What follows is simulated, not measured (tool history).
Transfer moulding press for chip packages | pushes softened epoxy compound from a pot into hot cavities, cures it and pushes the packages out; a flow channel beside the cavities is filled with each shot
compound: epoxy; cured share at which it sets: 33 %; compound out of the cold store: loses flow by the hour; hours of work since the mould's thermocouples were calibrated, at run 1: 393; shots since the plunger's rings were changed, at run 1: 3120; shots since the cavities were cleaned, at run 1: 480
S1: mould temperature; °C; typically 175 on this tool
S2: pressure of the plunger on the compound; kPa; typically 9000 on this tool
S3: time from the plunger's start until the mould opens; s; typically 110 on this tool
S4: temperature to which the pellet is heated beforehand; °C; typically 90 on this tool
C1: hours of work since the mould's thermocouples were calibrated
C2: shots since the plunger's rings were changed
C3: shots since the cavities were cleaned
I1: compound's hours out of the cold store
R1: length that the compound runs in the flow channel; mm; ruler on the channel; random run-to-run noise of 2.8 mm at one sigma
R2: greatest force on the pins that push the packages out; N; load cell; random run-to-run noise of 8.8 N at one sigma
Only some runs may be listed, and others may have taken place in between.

| run | hour | S1 | S2 | S3 | S4 | C1 | C2 | C3 | I1 | R1 | R2 |
|---|---|---|---|---|---|---|---|---|---|---|---|
| 1 | 0 | 175 | 9000 | 110 | 90 | 393 | 3120 | 480 | 26.3 | 486 | 493 |
|  | 8.9 | cavities cleaned with cleaning compound and waxed |
| 2 | 11.1 | 175 | 9000 | 110 | 90 | 400 | 3233 | 26 | 36.5 | 466 | 380 |
| 3 | 23.6 | 175 | 9000 | 110 | 90 | 408 | 3382 | 175 | 45.9 | 445 | 441 |
| 4 | 31.1 | 175 | 9000 | 110 | 90 | 413 | 3471 | 264 | 14.2 | 502 | 490 |
| 5 | 46 | 175 | 9310 | 110 | 90 | 423 | 3647 | 440 | 42.1 | 461 | 500 |
|  | 58.4 | cavities cleaned with cleaning compound and waxed |
| 6 | 58.7 | 175 | 9310 | 110 | 93 | 430 | 3780 | 3 | 16.2 | 501 | 379 |
| 7 | 70.2 | 175 | 9000 | 110 | 90 | 438 | 3917 | 140 | 10.8 | 504 | 444 |
| 8 | 80.6 | 175 | 9000 | 110 | 98 | 445 | 4040 | 263 | 46.4 | 440 | 469 |
| 9 | 87.6 | 175 | 9000 | 110 | 81 | 450 | 4123 | 346 | 31.8 | 466 | 491 |
| 10 | 101.1 | 175 | 9000 | 110 | 99 | 458 | 4283 | 506 | 35.2 | 457 | 495 |
|  | 107.5 | cavities cleaned with cleaning compound and waxed |
| 11 | 115.6 | 175 | 9000 | 110 | 99 | 467 | 4437 | 96 | 44.5 | 439 | 391 |
| 12 | 122.4 | 175 | 9000 | 110 | 99 | 472 | 4518 | 177 | 29.5 | 464 | 461 |
| 13 | 137.7 | 175 | 9000 | 110 | 99 | 482 | 4700 | 359 | 34.4 | 454 | 500 |
| 14 | 151.2 | 175 | 9950 | 110 | 90 | 491 | 4860 | 519 | 12.1 | 517 | 508 |
|  | 156.3 | cavities cleaned with cleaning compound and waxed |
| 15 | 165.1 | 175 | 9950 | 110 | 90 | 499 | 5007 | 105 | 20.6 | 500 | 436 |
| 16 | 174.5 | 171 | 9950 | 110 | 90 | 505 | 5118 | 216 | 19.9 | 509 | 565 |
| 17 | 186.5 | 171 | 7820 | 90 | 96 | 513 | 5260 | 358 | 14.4 | 461 | 944 |
| 18 | 195.2 | 175 | 10780 | 100 | 86 | 519 | 5364 | 462 | 41.6 | 480 | 587 |
|  | 204.8 | cavities cleaned with cleaning compound and waxed |
| 19 | 206.2 | 175 | 10780 | 100 | 86 | 525 | 5476 | 16 | 27.1 | 507 | 442 |
| 20 | 213.8 | 175 | 7050 | 93 | 87 | 531 | 5567 | 107 | 22.7 | 413 | 563 |
|  | 225.8 | mould's thermocouples calibrated |
| 21 | 226.9 | 170 | 9710 | 142 | 87 | 1 | 5698 | 238 | 8.8 | 525 | 428 |
| 22 | 235.4 | 170 | 9710 | 142 | 87 | 6 | 5798 | 338 | 32 | 477 | 464 |
| 23 | 244.6 | 177 | 7290 | 110 | 90 | 13 | 5908 | 448 | 44.7 | 386 | 476 |
|  | 255.5 | cavities cleaned with cleaning compound and waxed |
| 24 | 258.8 | 175 | 7070 | 110 | 90 | 21 | 6058 | 38 | 33.3 | 393 | 380 |
| 25 | 265.6 | 182 | 9000 | 110 | 90 | 25 | 6138 | 118 | 42.7 | 420 | 389 |
| 26 | 279.8 | 182 | 6840 | 110 | 96 | 35 | 6307 | 287 | 43.1 | 365 | 411 |
| 27 | 289.3 | 175 | 6850 | 110 | 91 | 41 | 6420 | 400 | 37.2 | 382 | 511 |
| 28 | 301.4 | 181 | 9000 | 110 | 95 | 49 | 6563 | 543 | 13.6 | 464 | 445 |
|  | 305.3 | cavities cleaned with cleaning compound and waxed |
| 29 | 312.3 | 174 | 9000 | 110 | 93 | 56 | 6675 | 83 | 30.9 | 449 | 447 |

Below are 3 alternative next runs, each starting from the tool's condition after run 29. Predict each:
|  | 317.1 | plunger's sealing rings changed |
| A | 323.1 | 175 | 7850 | 116 | 96 | 61 | 71 | 181 | 23.5 | ? | ? |
|  | 317.1 | plunger's sealing rings changed |
| B | 323.1 | 174 | 9000 | 110 | 82 | 61 | 71 | 181 | 16.9 | ? | ? |
|  | 317.1 | plunger's sealing rings changed |
| C | 323.1 | 172 | 9000 | 112 | 93 | 61 | 71 | 181 | 43.9 | ? | ? |

| run | R1 | R2 |
|---|---|---|
| A | 477 | 425 |
| B | 531 | 510 |
| C | 482 | 513 |
The same runs, with their run-to-run variation unchanged, on a tool lacking any hidden condition would have given:
| run | R1 | R2 |
|---|---|---|
| A | 479 | 349 |
| B | 534 | 425 |
| C | 485 | 428 |

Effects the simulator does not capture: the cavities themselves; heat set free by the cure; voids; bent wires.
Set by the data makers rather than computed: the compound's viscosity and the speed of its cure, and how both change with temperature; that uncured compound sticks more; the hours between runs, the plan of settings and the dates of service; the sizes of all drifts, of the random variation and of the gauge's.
